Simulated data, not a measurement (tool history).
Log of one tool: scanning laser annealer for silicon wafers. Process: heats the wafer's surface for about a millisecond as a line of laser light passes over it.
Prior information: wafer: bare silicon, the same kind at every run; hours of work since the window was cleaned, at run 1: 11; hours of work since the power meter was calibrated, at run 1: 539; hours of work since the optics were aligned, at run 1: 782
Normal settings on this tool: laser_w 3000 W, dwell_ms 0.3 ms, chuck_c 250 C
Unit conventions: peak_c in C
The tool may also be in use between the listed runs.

run     day  laser_w  dwell_ms  chuck_c  hours of work since the window was cleaned  hours of work since the power meter was calibrated  hours of work since the optics were aligned  peak_c
  1       0     3000       0.3      250                                          11                                                 539                                          782    1003
  2   0.579     3000       0.3      225                                          22                                                 550                                          792     978
  3   1.792     3000       0.3      225                                          44                                                 573                                          815     980
  4   2.796     3000       0.3      225                                          63                                                 591                                          834     978
  5   3.429     3000       0.3      225                                          75                                                 603                                          845     979
  6   4.792     3000       0.3      236                                         100                                                 628                                          870     990
  7   6.096     3000       0.3      236                                         124                                                 652                                          895     988
  8   6.904     3000       0.3      236                                         139                                                 667                                          910     993
  9   8.062     3000       0.3      236                                         160                                                 689                                          931     988
      8.396  -- optics aligned, line set to its width
 10   9.242     2600       0.3      250                                         178                                                 707                                           16     897
 11  10.096     3280       0.3      250                                         194                                                 722                                           32    1082
 12  11.138     3280       0.3      250                                         214                                                 742                                           51    1081
 13  12.038     3000       0.3      250                                         230                                                 758                                           67    1003
 14  12.621     3000     0.305      250                                         241                                                 769                                           78    1008
 15  13.192     2670       0.3      250                                         252                                                 780                                           89     919
 16  14.008     3000       0.3      250                                         267                                                 795                                          104    1004
 17  15.188     3000       0.3      250                                         289                                                 817                                          126    1005
 18  16.433     3000       0.3      284                                         312                                                 840                                          149    1041
 19  17.696     3000       0.3      284                                         335                                                 863                                          172    1042
 20  18.658     3000       0.3      284                                         353                                                 881                                          190    1039
 21  19.579     3000       0.3      284                                         370                                                 898                                          207    1040
 22  20.525     3000       0.3      284                                         387                                                 916                                          225    1037
 23  21.679     2850      0.38      232                                         409                                                 937                                          246    1038
 24  22.871     2850      0.38      232                                         431                                                 959                                          268    1037
 25    23.6     2850      0.38      232                                         444                                                 973                                          282    1038
 26  24.396     3000     0.316      241                                         459                                                 987                                          296    1018
 27   25.05     3000     0.316      241                                         471                                                 999                                          308    1017
 28  25.688     3237     0.228      280                                         483                                                1011                                          320     986
 29  26.408     3237     0.228      280                                         496                                                1025                                          334     993
 30  27.254     3237     0.228      280                                         512                                                1040                                          349     991
 31  27.854     3297       0.3      237                                         523                                                1051                                          360    1072
     29.021  -- window over the wafer cleaned
 32  29.238     2818       0.3      254                                           4                                                1075                                          385     962
 33    30.4     2726      0.29      250                                          26                                                1097                                          406     918
 34  31.262     3230       0.3      270                                          41                                                1113                                          422    1088
 35  32.379     3230       0.3      270                                          62                                                1134                                          443    1085
 36  32.954     3230       0.3      270                                          73                                                1144                                          453    1086
 37  34.225     3000     0.276      214                                          96                                                1168                                          477     937
 38  35.346     3000     0.276      214                                         117                                                1189                                          498     938
 39  36.392     2831     0.354      267                                         136                                                1208                                          517    1040
 40  37.683     2947     0.375      256                                         160                                                1232                                          541    1087
 41  38.862     2947     0.375      288                                         182                                                1254                                          563    1119

Hidden condition of the tool, last listed run before each entry between runs versus first listed run after:
Runs 9 to 10: optics aligned, line set to its width (day 8.396)
  light that passes the window, % of a clean one's: 99.97 -> 99.96; width of the line over the set one, %: 0.26 -> 0.01
Runs 31 to 32: window over the wafer cleaned (day 29.021)
  light that passes the window, % of a clean one's: 99.9 -> 99.99; width of the line over the set one, %: 0.09 -> 0.1

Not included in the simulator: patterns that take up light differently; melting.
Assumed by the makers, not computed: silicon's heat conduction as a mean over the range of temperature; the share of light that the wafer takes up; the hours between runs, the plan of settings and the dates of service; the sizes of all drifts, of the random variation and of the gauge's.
